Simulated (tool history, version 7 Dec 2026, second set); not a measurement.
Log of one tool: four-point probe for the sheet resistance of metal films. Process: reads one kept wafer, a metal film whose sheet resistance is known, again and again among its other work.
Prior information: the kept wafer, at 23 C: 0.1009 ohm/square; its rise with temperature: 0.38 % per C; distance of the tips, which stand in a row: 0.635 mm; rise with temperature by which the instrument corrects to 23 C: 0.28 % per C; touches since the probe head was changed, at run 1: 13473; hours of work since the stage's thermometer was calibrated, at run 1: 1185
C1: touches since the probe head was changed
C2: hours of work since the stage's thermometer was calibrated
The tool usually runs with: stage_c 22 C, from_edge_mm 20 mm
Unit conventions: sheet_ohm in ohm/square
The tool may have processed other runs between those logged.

Run 1, hour 0.0: usual settings; C1 13473; C2 1185. Result: sheet_ohm 0.100874 ohm/square.
Run 2, hour 16.9: usual settings; C1 14117; C2 1198. Result: sheet_ohm 0.100825 ohm/square.
Run 3, hour 34.6: usual settings but from_edge_mm 6 mm; C1 14794; C2 1211. Result: sheet_ohm 0.101392 ohm/square.
Run 4, hour 44.9: usual settings but from_edge_mm 6 mm; C1 15188; C2 1219. Result: sheet_ohm 0.101408 ohm/square.
Run 5, hour 58.8: usual settings but from_edge_mm 6 mm; C1 15719; C2 1229. Result: sheet_ohm 0.101385 ohm/square.
Run 6, hour 68.9: usual settings but from_edge_mm 6 mm; C1 16104; C2 1236. Result: sheet_ohm 0.101410 ohm/square.
Run 7, hour 86.1: usual settings but from_edge_mm 6 mm; C1 16761; C2 1249. Result: sheet_ohm 0.101369 ohm/square.
Run 8, hour 101.2: usual settings but from_edge_mm 6 mm; C1 17339; C2 1261. Result: sheet_ohm 0.101421 ohm/square.
Run 9, hour 117.3: usual settings but from_edge_mm 6 mm; C1 17956; C2 1273. Result: sheet_ohm 0.101390 ohm/square.
Run 10, hour 125.1: usual settings but from_edge_mm 6 mm; C1 18253; C2 1278. Result: sheet_ohm 0.101420 ohm/square.
Run 11, hour 137.5: usual settings but from_edge_mm 4 mm; C1 18725; C2 1287. Result: sheet_ohm 0.102151 ohm/square.
Run 12, hour 147.6: usual settings; C1 19112; C2 1295. Result: sheet_ohm 0.100851 ohm/square.
Run 13, hour 162.3: usual settings; C1 19673; C2 1306. Result: sheet_ohm 0.100835 ohm/square.
Run 14, hour 176.5: usual settings; C1 20217; C2 1316. Result: sheet_ohm 0.100860 ohm/square.
Run 15, hour 189.8: usual settings but stage_c 23 C, from_edge_mm 9 mm; C1 20726; C2 1326. Result: sheet_ohm 0.101191 ohm/square.
Run 16, hour 201.6: usual settings but stage_c 23 C; C1 21175; C2 1335. Result: sheet_ohm 0.100917 ohm/square.
Run 17, hour 215.2: usual settings but stage_c 23 C; C1 21695; C2 1345. Result: sheet_ohm 0.100970 ohm/square.
Run 18, hour 225.7: usual settings but stage_c 23 C; C1 22098; C2 1353. Result: sheet_ohm 0.100954 ohm/square.
Run 19, hour 233.6: usual settings but stage_c 28 C, from_edge_mm 41 mm; C1 22398; C2 1359. Result: sheet_ohm 0.101428 ohm/square.
Run 20, hour 249.2: usual settings but stage_c 28 C, from_edge_mm 41 mm; C1 22995; C2 1371. Result: sheet_ohm 0.101425 ohm/square.
Run 21, hour 261.3: usual settings but from_edge_mm 15 mm; C1 23458; C2 1380. Result: sheet_ohm 0.100922 ohm/square.
Run 22, hour 269.4: usual settings but stage_c 19 C, from_edge_mm 13 mm; C1 23767; C2 1386. Result: sheet_ohm 0.100602 ohm/square.
Run 23, hour 281.5: usual settings but stage_c 33 C, from_edge_mm 13 mm; C1 24227; C2 1394. Result: sheet_ohm 0.102063 ohm/square.
Run 24, hour 291.1: usual settings but stage_c 33 C, from_edge_mm 13 mm; C1 24594; C2 1402. Result: sheet_ohm 0.102056 ohm/square.
Run 25, hour 299.0: usual settings but stage_c 33 C, from_edge_mm 13 mm; C1 24897; C2 1408. Result: sheet_ohm 0.102048 ohm/square.
Run 26, hour 314.6: usual settings but stage_c 33 C, from_edge_mm 13 mm; C1 25492; C2 1419. Result: sheet_ohm 0.102038 ohm/square.
Run 27, hour 322.5: usual settings but stage_c 28 C, from_edge_mm 3 mm; C1 25795; C2 1425. Result: sheet_ohm 0.103834 ohm/square.

Branching from run 27: 5 alternative next runs. What would each branch give?
Run A, hour 335.3: usual settings but stage_c 28 C, from_edge_mm 13 mm; C1 26283; C2 1434. Result: sheet_ohm ?.
Run B, hour 335.3: usual settings but stage_c 25 C, from_edge_mm 5 mm; C1 26283; C2 1434. Result: sheet_ohm ?.
Run C, hour 335.3: usual settings but stage_c 28 C, from_edge_mm 21 mm; C1 26283; C2 1434. Result: sheet_ohm ?.
Run D, hour 335.3: usual settings but stage_c 21 C; C1 26283; C2 1434. Result: sheet_ohm ?.
Run E, hour 335.3: usual settings but stage_c 25 C, from_edge_mm 3 mm; C1 26283; C2 1434. Result: sheet_ohm ?.

run  sheet_ohm
  A   0.101537
  B   0.101986
  C   0.101483
  D   0.100723
  E   0.103501
Without the tool's hidden state the same runs would have given:
run  sheet_ohm
  A   0.101536
  B   0.101986
  C   0.101483
  D   0.100722
  E   0.103501

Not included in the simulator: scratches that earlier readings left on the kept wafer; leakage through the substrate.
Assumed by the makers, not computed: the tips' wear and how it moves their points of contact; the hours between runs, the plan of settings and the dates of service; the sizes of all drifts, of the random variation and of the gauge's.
